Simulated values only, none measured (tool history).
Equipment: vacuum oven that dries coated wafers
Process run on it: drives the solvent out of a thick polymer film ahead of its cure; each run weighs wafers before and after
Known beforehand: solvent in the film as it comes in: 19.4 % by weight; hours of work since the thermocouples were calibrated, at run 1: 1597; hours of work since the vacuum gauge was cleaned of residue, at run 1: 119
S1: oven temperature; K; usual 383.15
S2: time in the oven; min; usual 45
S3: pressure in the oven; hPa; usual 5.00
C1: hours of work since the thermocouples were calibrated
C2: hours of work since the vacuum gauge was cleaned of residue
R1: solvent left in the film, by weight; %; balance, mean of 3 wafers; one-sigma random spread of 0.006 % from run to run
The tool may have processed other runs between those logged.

Run 1, hour 0.0: usual settings; C1 1597; C2 119. Result: R1 1.230 %.
Run 2, hour 6.6: usual settings; C1 1600; C2 122. Result: R1 1.224 %.
Run 3, hour 20.6: usual settings but S1 379.15 K; C1 1607; C2 129. Result: R1 1.882 %.
At hour 36.1: oven's thermocouples calibrated.
Run 4, hour 37.1: usual settings but S1 379.15 K; C1 0; C2 136. Result: R1 1.892 %.
Run 5, hour 50.8: usual settings but S1 379.15 K; C1 7; C2 143. Result: R1 1.881 %.
Run 6, hour 63.9: usual settings but S1 380.15 K; C1 14; C2 149. Result: R1 1.715 %.
Run 7, hour 74.2: usual settings but S1 380.15 K; C1 19; C2 155. Result: R1 1.696 %.
Run 8, hour 82.4: usual settings but S1 380.15 K; C1 23; C2 159. Result: R1 1.706 %.
Run 9, hour 96.0: usual settings but S1 380.15 K; C1 29; C2 165. Result: R1 1.700 %.
Run 10, hour 102.7: usual settings but S1 380.15 K; C1 33; C2 168. Result: R1 1.709 %.
Run 11, hour 111.1: usual settings; C1 37; C2 173. Result: R1 1.232 %.
Run 12, hour 121.6: usual settings; C1 42; C2 178. Result: R1 1.230 %.
Run 13, hour 129.1: usual settings but S2 57 min; C1 45; C2 181. Result: R1 0.662 %.
Run 14, hour 136.2: usual settings but S2 57 min; C1 49; C2 185. Result: R1 0.654 %.
Run 15, hour 144.5: usual settings but S1 381.15 K; C1 53; C2 189. Result: R1 1.518 %.
Run 16, hour 154.6: usual settings but S1 379.15 K, S2 26 min, S3 2.67 hPa; C1 58; C2 194. Result: R1 4.507 %.
Run 17, hour 165.5: usual settings but S1 392.15 K, S2 76 min, S3 2.90 hPa; C1 63; C2 199. Result: R1 0.075 %.
Run 18, hour 178.5: usual settings but S1 392.15 K, S2 76 min, S3 2.90 hPa; C1 70; C2 206. Result: R1 0.065 %.
Run 19, hour 190.3: usual settings but S1 377.15 K, S2 24 min, S3 9.84 hPa; C1 75; C2 211. Result: R1 5.647 %.

For run 20, what comes out?
Run 20, hour 205.4: usual settings but S1 377.15 K, S2 58 min, S3 9.84 hPa; C1 83; C2 219. Result: R1 ?.

{"run 20": {"R1": 1.473}}
Had the tool carried no hidden state, the very same run would have given R1 1.473 %.
